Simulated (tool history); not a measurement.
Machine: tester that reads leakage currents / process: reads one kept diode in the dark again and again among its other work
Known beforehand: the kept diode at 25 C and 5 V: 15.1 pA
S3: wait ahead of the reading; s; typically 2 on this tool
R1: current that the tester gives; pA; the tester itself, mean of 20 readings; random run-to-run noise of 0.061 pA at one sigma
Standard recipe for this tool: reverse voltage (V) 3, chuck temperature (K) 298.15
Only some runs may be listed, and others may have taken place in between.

run 1 hour=0 | reverse_voltage_(V)=3 chuck_temperature_(K)=298.15 S3=2 | R1=19.55
-- hour=5.6 chuck's temperature calibrated
run 2 hour=26.2 | reverse_voltage_(V)=3 chuck_temperature_(K)=298.15 S3=2 | R1=17.78
run 3 hour=52.2 | reverse_voltage_(V)=8.3 chuck_temperature_(K)=298.15 S3=2 | R1=38.39
run 4 hour=86.2 | reverse_voltage_(V)=8.3 chuck_temperature_(K)=298.15 S3=2 | R1=38.33
run 5 hour=118.8 | reverse_voltage_(V)=5.94 chuck_temperature_(K)=298.15 S3=2 | R1=30.16
run 6 hour=152.5 | reverse_voltage_(V)=5.94 chuck_temperature_(K)=298.15 S3=2 | R1=30.45
run 7 hour=196.8 | reverse_voltage_(V)=5.94 chuck_temperature_(K)=298.15 S3=2 | R1=30.58
run 8 hour=238.8 | reverse_voltage_(V)=3 chuck_temperature_(K)=298.15 S3=0.57 | R1=19.65
run 9 hour=269.7 | reverse_voltage_(V)=3 chuck_temperature_(K)=298.15 S3=0.57 | R1=19.84
run 10 hour=291.1 | reverse_voltage_(V)=3 chuck_temperature_(K)=298.15 S3=2 | R1=18.83
run 11 hour=331 | reverse_voltage_(V)=3 chuck_temperature_(K)=298.15 S3=2 | R1=19.06
run 12 hour=355.1 | reverse_voltage_(V)=3 chuck_temperature_(K)=298.15 S3=2 | R1=18.98
run 13 hour=380.5 | reverse_voltage_(V)=14.69 chuck_temperature_(K)=320.15 S3=0.42 | R1=251.65
run 14 hour=409.9 | reverse_voltage_(V)=14.28 chuck_temperature_(K)=320.15 S3=0.32 | R1=250.54
run 15 hour=452 | reverse_voltage_(V)=1.21 chuck_temperature_(K)=295.15 S3=5.11 | R1=8.24
run 16 hour=494.9 | reverse_voltage_(V)=1.21 chuck_temperature_(K)=295.15 S3=5.11 | R1=8.33
run 17 hour=534.1 | reverse_voltage_(V)=1.21 chuck_temperature_(K)=295.15 S3=5.11 | R1=8.49

Run 18 is up next; what results do you expect?
-- hour=554 probe card cleaned and baked
run 18 hour=557.6 | reverse_voltage_(V)=1.21 chuck_temperature_(K)=295.15 S3=5.11 | R1=?

For run 18 the tool returned R1 5.59 pA.
With the hidden condition absent and the run-to-run variation left alone, this run would have shown R1 5.21 pA.
